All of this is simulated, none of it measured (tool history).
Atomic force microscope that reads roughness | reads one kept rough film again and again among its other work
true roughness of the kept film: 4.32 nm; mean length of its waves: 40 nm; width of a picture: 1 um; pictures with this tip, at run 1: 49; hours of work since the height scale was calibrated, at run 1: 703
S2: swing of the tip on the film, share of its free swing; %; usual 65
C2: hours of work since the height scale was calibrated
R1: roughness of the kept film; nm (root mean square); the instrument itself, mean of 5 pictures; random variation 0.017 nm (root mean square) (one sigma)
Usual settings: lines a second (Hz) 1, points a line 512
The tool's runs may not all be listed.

Run 1, hour 0: usual settings; pictures with this tip 49; C2 703. Result: R1 3.707 nm (root mean square).
At hour 66.5: new tip fitted.
Run 2, hour 68.7: usual settings but points a line 426; pictures with this tip 2; C2 741. Result: R1 3.991 nm (root mean square).
Run 3, hour 116.7: usual settings but points a line 426; pictures with this tip 48; C2 769. Result: R1 3.684 nm (root mean square).
Run 4, hour 165.3: usual settings; pictures with this tip 96; C2 796. Result: R1 3.475 nm (root mean square).
At hour 183.4: new tip fitted.
Run 5, hour 216.2: usual settings; pictures with this tip 31; C2 825. Result: R1 3.793 nm (root mean square).
Run 6, hour 253.4: usual settings; pictures with this tip 68; C2 846. Result: R1 3.602 nm (root mean square).
At hour 301.5: new tip fitted.
Run 7, hour 336.1: usual settings; pictures with this tip 33; C2 892. Result: R1 3.773 nm (root mean square).
Run 8, hour 411.3: usual settings; pictures with this tip 106; C2 935. Result: R1 3.425 nm (root mean square).
At hour 417.6: new tip fitted.
Run 9, hour 472: usual settings; pictures with this tip 53; C2 969. Result: R1 3.662 nm (root mean square).
At hour 535.5: new tip fitted.
Run 10, hour 556.4: usual settings; pictures with this tip 20; C2 1016. Result: R1 3.845 nm (root mean square).
Run 11, hour 618.3: usual settings; pictures with this tip 80; C2 1051. Result: R1 3.555 nm (root mean square).
At hour 655: new tip fitted.
Run 12, hour 663.3: usual settings; pictures with this tip 8; C2 1077. Result: R1 3.885 nm (root mean square).
Run 13, hour 714.4: usual settings; pictures with this tip 58; C2 1105. Result: R1 3.608 nm (root mean square).
At hour 778.1: new tip fitted.
Run 14, hour 796.9: usual settings; pictures with this tip 18; C2 1152. Result: R1 3.891 nm (root mean square).
Run 15, hour 855.4: usual settings but points a line 798; pictures with this tip 75; C2 1185. Result: R1 3.58 nm (root mean square).
At hour 895.6: new tip fitted.
Run 16, hour 914: usual settings but points a line 798; pictures with this tip 18; C2 1218. Result: R1 3.849 nm (root mean square).
Run 17, hour 962.6: usual settings but lines a second (Hz) 1.01, S2 80 %, points a line 685; pictures with this tip 65; C2 1245. Result: R1 3.528 nm (root mean square).
At hour 1011: new tip fitted.
Run 18, hour 1049.3: usual settings but lines a second (Hz) 1.01, S2 85 %, points a line 685; pictures with this tip 37; C2 1294. Result: R1 3.655 nm (root mean square).
Run 19, hour 1101.2: usual settings but lines a second (Hz) 1.35, S2 74 %, points a line 343; pictures with this tip 87; C2 1324. Result: R1 3.47 nm (root mean square).
At hour 1129.3: new tip fitted.
Run 20, hour 1151.3: usual settings but lines a second (Hz) 1.35, S2 74 %, points a line 343; pictures with this tip 21; C2 1352. Result: R1 3.731 nm (root mean square).
Run 21, hour 1201: usual settings but lines a second (Hz) 1.35, S2 74 %, points a line 343; pictures with this tip 69; C2 1380. Result: R1 3.507 nm (root mean square).
At hour 1247.9: new tip fitted.
Run 22, hour 1252.9: usual settings but lines a second (Hz) 1.35, S2 74 %, points a line 343; pictures with this tip 5; C2 1409. Result: R1 3.817 nm (root mean square).
Run 23, hour 1306.3: usual settings but lines a second (Hz) 1.79, S2 74 %, points a line 407; pictures with this tip 57; C2 1439. Result: R1 3.52 nm (root mean square).

Forecast each of these 4 alternatives for the next run:
Run A, hour 1352.6: usual settings but lines a second (Hz) 1.34; pictures with this tip 102; C2 1465. Result: R1 ?.
Run B, hour 1352.6: usual settings but lines a second (Hz) 1.25, S2 75 %, points a line 484; pictures with this tip 102; C2 1465. Result: R1 ?.
Run C, hour 1352.6: usual settings but lines a second (Hz) 2.67, S2 82 %, points a line 310; pictures with this tip 102; C2 1465. Result: R1 ?.
Run D, hour 1352.6: usual settings but lines a second (Hz) 2.24, S2 69 %, points a line 1019; pictures with this tip 102; C2 1465. Result: R1 ?.

run     R1
  A  3.418
  B  3.366
  C  3.103
  D  3.326
Without the tool's hidden state the same runs would have given:
run     R1
  A  3.997
  B  3.938
  C  3.629
  D  3.891
